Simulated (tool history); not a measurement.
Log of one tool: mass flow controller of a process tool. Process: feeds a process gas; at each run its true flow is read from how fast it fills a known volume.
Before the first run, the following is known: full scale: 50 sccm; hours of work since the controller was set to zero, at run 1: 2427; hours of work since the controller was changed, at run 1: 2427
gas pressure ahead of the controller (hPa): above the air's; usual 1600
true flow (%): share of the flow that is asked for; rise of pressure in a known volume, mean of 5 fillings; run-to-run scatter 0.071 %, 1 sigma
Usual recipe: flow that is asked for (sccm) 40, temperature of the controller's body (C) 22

| run | hour | flow that is asked for (sccm) | gas pressure ahead of the controller (hPa) | temperature of the controller's body (C) | hours of work since the controller was set to zero | hours of work since the controller was changed | true flow (%) |
|---|---|---|---|---|---|---|---|
| 1 | 0.0 | 40 | 1600 | 22 | 2427 | 2427 | 100.35 |
| 2 | 98.0 | 40 | 1600 | 22 | 2477 | 2477 | 100.37 |
| 3 | 234.0 | 40 | 1600 | 22 | 2547 | 2547 | 100.29 |
| 4 | 388.5 | 40 | 1600 | 22 | 2626 | 2626 | 100.32 |
| 5 | 467.7 | 40 | 1600 | 22 | 2667 | 2667 | 100.21 |
| 6 | 543.1 | 40 | 1600 | 22 | 2705 | 2705 | 100.38 |
| 7 | 670.5 | 18 | 1600 | 22 | 2770 | 2770 | 99.23 |

The next listed run, before its measurement:
|  | 684.6 | controller's zero set anew |
| 8 | 737.4 | 34 | 1750 | 22 | 27 | 2804 | ? |

Run 8 came out at true flow (%) 100.13.
Minus the tool's unlogged condition, the same run would have read true flow (%) 99.46.
